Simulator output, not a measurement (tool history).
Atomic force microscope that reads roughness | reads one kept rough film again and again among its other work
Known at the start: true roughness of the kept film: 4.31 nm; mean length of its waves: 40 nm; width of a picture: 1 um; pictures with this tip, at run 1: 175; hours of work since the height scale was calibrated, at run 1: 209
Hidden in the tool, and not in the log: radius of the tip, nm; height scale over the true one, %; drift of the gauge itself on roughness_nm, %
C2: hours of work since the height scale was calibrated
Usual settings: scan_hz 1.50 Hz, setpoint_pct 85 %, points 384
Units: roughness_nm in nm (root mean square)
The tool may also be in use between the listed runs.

run 1 day=0.000 | scan_hz=1.50 setpoint_pct=85 points=384 | pictures_with_this_tip=175 C2=209 | roughness_nm=3.539
run 2 day=0.325 | scan_hz=1.50 setpoint_pct=85 points=587 | pictures_with_this_tip=184 C2=212 | roughness_nm=3.607
run 3 day=0.738 | scan_hz=1.50 setpoint_pct=85 points=587 | pictures_with_this_tip=195 C2=217 | roughness_nm=3.581
run 4 day=1.133 | scan_hz=1.50 setpoint_pct=85 points=587 | pictures_with_this_tip=205 C2=221 | roughness_nm=3.585
run 5 day=1.642 | scan_hz=1.50 setpoint_pct=85 points=587 | pictures_with_this_tip=218 C2=227 | roughness_nm=3.586
run 6 day=1.950 | scan_hz=1.50 setpoint_pct=85 points=384 | pictures_with_this_tip=227 C2=230 | roughness_nm=3.552
run 7 day=2.242 | scan_hz=1.50 setpoint_pct=85 points=384 | pictures_with_this_tip=234 C2=234 | roughness_nm=3.552
run 8 day=2.654 | scan_hz=1.50 setpoint_pct=85 points=384 | pictures_with_this_tip=245 C2=238 | roughness_nm=3.578
run 9 day=2.996 | scan_hz=1.50 setpoint_pct=81 points=909 | pictures_with_this_tip=254 C2=242 | roughness_nm=3.640
run 10 day=3.358 | scan_hz=0.74 setpoint_pct=67 points=712 | pictures_with_this_tip=264 C2=246 | roughness_nm=3.912
run 11 day=3.708 | scan_hz=0.74 setpoint_pct=67 points=712 | pictures_with_this_tip=273 C2=250 | roughness_nm=3.884
run 12 day=4.171 | scan_hz=2.81 setpoint_pct=77 points=712 | pictures_with_this_tip=285 C2=255 | roughness_nm=3.475
run 13 day=4.471 | scan_hz=2.44 setpoint_pct=64 points=639 | pictures_with_this_tip=293 C2=258 | roughness_nm=3.772
run 14 day=4.746 | scan_hz=1.15 setpoint_pct=68 points=774 | pictures_with_this_tip=300 C2=262 | roughness_nm=3.818
run 15 day=5.258 | scan_hz=1.15 setpoint_pct=68 points=774 | pictures_with_this_tip=314 C2=267 | roughness_nm=3.840
run 16 day=5.717 | scan_hz=0.52 setpoint_pct=63 points=901 | pictures_with_this_tip=326 C2=272 | roughness_nm=3.949

Forecast each of these 5 alternatives for the next run:
run A day=6.275 | scan_hz=1.87 setpoint_pct=57 points=499 | pictures_with_this_tip=341 C2=279 | roughness_nm=?
run B day=6.275 | scan_hz=0.57 setpoint_pct=76 points=546 | pictures_with_this_tip=341 C2=279 | roughness_nm=?
run C day=6.275 | scan_hz=1.12 setpoint_pct=73 points=452 | pictures_with_this_tip=341 C2=279 | roughness_nm=?
run D day=6.275 | scan_hz=0.52 setpoint_pct=60 points=901 | pictures_with_this_tip=341 C2=279 | roughness_nm=?
run E day=6.275 | scan_hz=1.50 setpoint_pct=85 points=672 | pictures_with_this_tip=341 C2=279 | roughness_nm=?

run=A roughness_nm=3.895
run=B roughness_nm=3.865
run=C roughness_nm=3.807
run=D roughness_nm=3.977
run=E roughness_nm=3.582
Without the tool's hidden state the same runs would have given:
run=A roughness_nm=3.906
run=B roughness_nm=3.876
run=C roughness_nm=3.818
run=D roughness_nm=3.989
run=E roughness_nm=3.593
